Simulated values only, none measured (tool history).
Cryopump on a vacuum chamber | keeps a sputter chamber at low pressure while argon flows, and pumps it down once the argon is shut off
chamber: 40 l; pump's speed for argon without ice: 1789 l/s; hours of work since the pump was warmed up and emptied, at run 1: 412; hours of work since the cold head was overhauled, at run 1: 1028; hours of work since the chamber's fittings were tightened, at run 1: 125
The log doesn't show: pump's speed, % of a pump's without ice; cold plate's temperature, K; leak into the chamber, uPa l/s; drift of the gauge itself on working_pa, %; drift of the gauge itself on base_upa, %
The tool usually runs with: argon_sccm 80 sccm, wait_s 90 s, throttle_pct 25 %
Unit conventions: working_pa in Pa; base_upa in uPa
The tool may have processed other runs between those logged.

run	hour	argon_sccm	wait_s	throttle_pct	hours of work since the pump was warmed up and emptied	hours of work since the cold head was overhauled	hours of work since the chamber's fittings were tightened	working_pa	base_upa
1	0	80	90	25	412	1028	125	0.3186	1.12
2	25.5	80	90	25	433	1049	146	0.3189	1.19
3	60.7	151	90	25	462	1078	174	0.6079	1.18
4	95.9	80	172	25	491	1107	203	0.3229	0.76
5	131.2	80	90	30	520	1136	232	0.2734	1.2
6	149.3	80	90	30	534	1150	247	0.272	1.24
7	175.8	80	90	30	556	1172	268	0.273	1.23
8	193	80	31	30	570	1186	283	0.2756	3.05
9	225	80	31	30	596	1212	309	0.2786	3.02
# hour 233: pump warmed up, emptied and cooled again
10	257.1	80	31	30	20	1234	331	0.2564	2.88
11	273.7	80	31	30	33	1248	344	0.2561	2.89
12	308.6	80	90	25	62	1276	373	0.3093	1.17
13	334.5	80	90	25	83	1297	394	0.307	1.16
14	353.8	80	43	15	99	1313	410	0.5136	2.22
15	368.9	74	43	22	111	1326	422	0.3226	2.09
16	402.1	80	90	56	138	1353	449	0.1415	1.19
17	430.9	80	90	56	162	1376	473	0.1437	1.17
18	456.6	56	52	18	183	1397	494	0.3013	1.83
19	480.2	56	52	18	202	1416	513	0.3003	1.88
20	501	83	43	39	219	1433	530	0.2111	2.25
21	527.7	80	53	47	241	1455	552	0.1739	1.83
22	547.7	80	40	30	257	1472	568	0.2642	2.38
23	569.2	80	273	16	274	1489	586	0.4844	0.67
24	598	80	273	16	298	1513	609	0.4833	0.65
25	628.2	80	273	16	323	1537	634	0.4901	0.65

Forecast each of these 3 alternatives for the next run:
A	656.2	80	90	18	345	1560	657	?	?
B	656.2	80	261	26	345	1560	657	?	?
C	656.2	80	273	16	345	1560	657	?	?

run	working_pa	base_upa
A	0.4355	1.25
B	0.3059	0.7
C	0.4874	0.64
Take away the tool's hidden state, keep each run's random variation, and the runs would have read:
run	working_pa	base_upa
A	0.4198	1.06
B	0.2903	0.5
C	0.4717	0.45
